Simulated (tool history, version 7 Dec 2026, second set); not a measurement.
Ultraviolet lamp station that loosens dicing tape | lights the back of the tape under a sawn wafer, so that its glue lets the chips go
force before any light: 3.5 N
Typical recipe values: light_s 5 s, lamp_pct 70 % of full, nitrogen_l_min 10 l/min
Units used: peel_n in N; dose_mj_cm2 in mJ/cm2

run 1 hour=0.0 | light_s=5 lamp_pct=70 nitrogen_l_min=10 | peel_n=0.706 dose_mj_cm2=332
run 2 hour=33.0 | light_s=3 lamp_pct=70 nitrogen_l_min=10 | peel_n=1.220 dose_mj_cm2=201
run 3 hour=69.2 | light_s=3 lamp_pct=70 nitrogen_l_min=10 | peel_n=1.230 dose_mj_cm2=195
run 4 hour=104.7 | light_s=3 lamp_pct=70 nitrogen_l_min=10 | peel_n=1.289 dose_mj_cm2=195
run 5 hour=146.1 | light_s=3 lamp_pct=70 nitrogen_l_min=10 | peel_n=1.299 dose_mj_cm2=192
run 6 hour=172.5 | light_s=5 lamp_pct=70 nitrogen_l_min=10 | peel_n=0.733 dose_mj_cm2=313
run 7 hour=195.3 | light_s=5 lamp_pct=70 nitrogen_l_min=10 | peel_n=0.767 dose_mj_cm2=313
run 8 hour=215.8 | light_s=5 lamp_pct=70 nitrogen_l_min=10 | peel_n=0.769 dose_mj_cm2=315
run 9 hour=257.8 | light_s=5 lamp_pct=70 nitrogen_l_min=10 | peel_n=0.727 dose_mj_cm2=310
run 10 hour=283.7 | light_s=5 lamp_pct=70 nitrogen_l_min=10 | peel_n=0.742 dose_mj_cm2=310
run 11 hour=311.0 | light_s=5 lamp_pct=70 nitrogen_l_min=15 | peel_n=0.622 dose_mj_cm2=304
-- hour=315.3 window cleaned of glue's vapour
run 12 hour=348.4 | light_s=5 lamp_pct=70 nitrogen_l_min=10 | peel_n=0.680 dose_mj_cm2=338
run 13 hour=378.3 | light_s=9 lamp_pct=70 nitrogen_l_min=10 | peel_n=0.308 dose_mj_cm2=593
run 14 hour=421.9 | light_s=6 lamp_pct=70 nitrogen_l_min=10 | peel_n=0.564 dose_mj_cm2=392
run 15 hour=441.3 | light_s=6 lamp_pct=70 nitrogen_l_min=10 | peel_n=0.544 dose_mj_cm2=389
run 16 hour=469.5 | light_s=5 lamp_pct=70 nitrogen_l_min=10 | peel_n=0.718 dose_mj_cm2=323
run 17 hour=488.2 | light_s=5 lamp_pct=70 nitrogen_l_min=10 | peel_n=0.737 dose_mj_cm2=324
run 18 hour=533.1 | light_s=5 lamp_pct=70 nitrogen_l_min=10 | peel_n=0.742 dose_mj_cm2=321
run 19 hour=579.1 | light_s=5 lamp_pct=70 nitrogen_l_min=10 | peel_n=0.727 dose_mj_cm2=313
run 20 hour=609.3 | light_s=5 lamp_pct=96 nitrogen_l_min=10 | peel_n=0.485 dose_mj_cm2=431
run 21 hour=653.3 | light_s=5 lamp_pct=96 nitrogen_l_min=10 | peel_n=0.498 dose_mj_cm2=425
run 22 hour=693.9 | light_s=5 lamp_pct=96 nitrogen_l_min=5 | peel_n=0.735 dose_mj_cm2=419
run 23 hour=730.0 | light_s=2 lamp_pct=82 nitrogen_l_min=8 | peel_n=1.716 dose_mj_cm2=141
run 24 hour=760.0 | light_s=2 lamp_pct=82 nitrogen_l_min=8 | peel_n=1.797 dose_mj_cm2=140
run 25 hour=791.0 | light_s=6 lamp_pct=82 nitrogen_l_min=10 | peel_n=0.509 dose_mj_cm2=419
run 26 hour=830.4 | light_s=6 lamp_pct=82 nitrogen_l_min=10 | peel_n=0.508 dose_mj_cm2=421
run 27 hour=861.8 | light_s=6 lamp_pct=82 nitrogen_l_min=9 | peel_n=0.543 dose_mj_cm2=416
run 28 hour=890.7 | light_s=6 lamp_pct=98 nitrogen_l_min=14 | peel_n=0.331 dose_mj_cm2=491
run 29 hour=928.3 | light_s=6 lamp_pct=98 nitrogen_l_min=14 | peel_n=0.324 dose_mj_cm2=483
run 30 hour=954.6 | light_s=6 lamp_pct=98 nitrogen_l_min=14 | peel_n=0.341 dose_mj_cm2=486
run 31 hour=973.8 | light_s=3 lamp_pct=87 nitrogen_l_min=4 | peel_n=1.682 dose_mj_cm2=214
run 32 hour=999.0 | light_s=3 lamp_pct=87 nitrogen_l_min=4 | peel_n=1.730 dose_mj_cm2=212
run 33 hour=1041.3 | light_s=7 lamp_pct=91 nitrogen_l_min=10 | peel_n=0.372 dose_mj_cm2=508
run 34 hour=1081.8 | light_s=6 lamp_pct=70 nitrogen_l_min=10 | peel_n=0.680 dose_mj_cm2=332
run 35 hour=1127.4 | light_s=7 lamp_pct=88 nitrogen_l_min=17 | peel_n=0.333 dose_mj_cm2=480
run 36 hour=1155.2 | light_s=5 lamp_pct=62 nitrogen_l_min=10 | peel_n=1.020 dose_mj_cm2=239
run 37 hour=1180.8 | light_s=2 lamp_pct=95 nitrogen_l_min=7 | peel_n=1.784 dose_mj_cm2=147
-- hour=1196.2 window cleaned of glue's vapour
-- hour=1202.3 lamp changed
run 38 hour=1209.6 | light_s=4 lamp_pct=75 nitrogen_l_min=4 | peel_n=1.085 dose_mj_cm2=336
run 39 hour=1240.6 | light_s=4 lamp_pct=75 nitrogen_l_min=4 | peel_n=1.124 dose_mj_cm2=332
run 40 hour=1275.9 | light_s=4 lamp_pct=75 nitrogen_l_min=4 | peel_n=1.125 dose_mj_cm2=335
run 41 hour=1306.6 | light_s=5 lamp_pct=95 nitrogen_l_min=6 | peel_n=0.513 dose_mj_cm2=518
run 42 hour=1335.8 | light_s=5 lamp_pct=95 nitrogen_l_min=6 | peel_n=0.493 dose_mj_cm2=522
run 43 hour=1377.4 | light_s=9 lamp_pct=70 nitrogen_l_min=11 | peel_n=0.256 dose_mj_cm2=674

Measured result minus the same run's result without the hidden state. Both carry the same run-to-run variation, though not necessarily the same gauge scatter:
The tool's hidden condition here consists of: lamp's light, % of a new lamp's; light that the window lets through, % of a clean one's; drift of the gauge itself on peel_n, %; drift of the gauge itself on dose_mj_cm2, %.
run=1 peel_n=+0.163 dose_mj_cm2=-69
run=2 peel_n=+0.222 dose_mj_cm2=-43
run=3 peel_n=+0.234 dose_mj_cm2=-44
run=4 peel_n=+0.251 dose_mj_cm2=-46
run=5 peel_n=+0.261 dose_mj_cm2=-48
run=6 peel_n=+0.199 dose_mj_cm2=-82
run=7 peel_n=+0.212 dose_mj_cm2=-83
run=8 peel_n=+0.215 dose_mj_cm2=-85
run=9 peel_n=+0.213 dose_mj_cm2=-88
run=10 peel_n=+0.226 dose_mj_cm2=-91
run=11 peel_n=+0.196 dose_mj_cm2=-93
run=12 peel_n=+0.156 dose_mj_cm2=-67
run=13 peel_n=+0.057 dose_mj_cm2=-124
run=14 peel_n=+0.142 dose_mj_cm2=-87
run=15 peel_n=+0.141 dose_mj_cm2=-90
run=16 peel_n=+0.183 dose_mj_cm2=-77
run=17 peel_n=+0.191 dose_mj_cm2=-78
run=18 peel_n=+0.198 dose_mj_cm2=-81
run=19 peel_n=+0.204 dose_mj_cm2=-85
run=20 peel_n=+0.141 dose_mj_cm2=-119
run=21 peel_n=+0.152 dose_mj_cm2=-124
run=22 peel_n=+0.227 dose_mj_cm2=-128
run=23 peel_n=+0.318 dose_mj_cm2=-45
run=24 peel_n=+0.339 dose_mj_cm2=-47
run=25 peel_n=+0.168 dose_mj_cm2=-142
run=26 peel_n=+0.174 dose_mj_cm2=-147
run=27 peel_n=+0.194 dose_mj_cm2=-151
run=28 peel_n=+0.095 dose_mj_cm2=-183
run=29 peel_n=+0.097 dose_mj_cm2=-186
run=30 peel_n=+0.102 dose_mj_cm2=-191
run=31 peel_n=+0.411 dose_mj_cm2=-86
run=32 peel_n=+0.430 dose_mj_cm2=-87
run=33 peel_n=+0.124 dose_mj_cm2=-217
run=34 peel_n=+0.275 dose_mj_cm2=-147
run=35 peel_n=+0.096 dose_mj_cm2=-222
run=36 peel_n=+0.391 dose_mj_cm2=-112
run=37 peel_n=+0.461 dose_mj_cm2=-70
run=38 peel_n=+0.029 dose_mj_cm2=-9
run=39 peel_n=+0.037 dose_mj_cm2=-11
run=40 peel_n=+0.046 dose_mj_cm2=-14
run=41 peel_n=+0.033 dose_mj_cm2=-24
run=42 peel_n=+0.036 dose_mj_cm2=-28
run=43 peel_n=+0.014 dose_mj_cm2=-42

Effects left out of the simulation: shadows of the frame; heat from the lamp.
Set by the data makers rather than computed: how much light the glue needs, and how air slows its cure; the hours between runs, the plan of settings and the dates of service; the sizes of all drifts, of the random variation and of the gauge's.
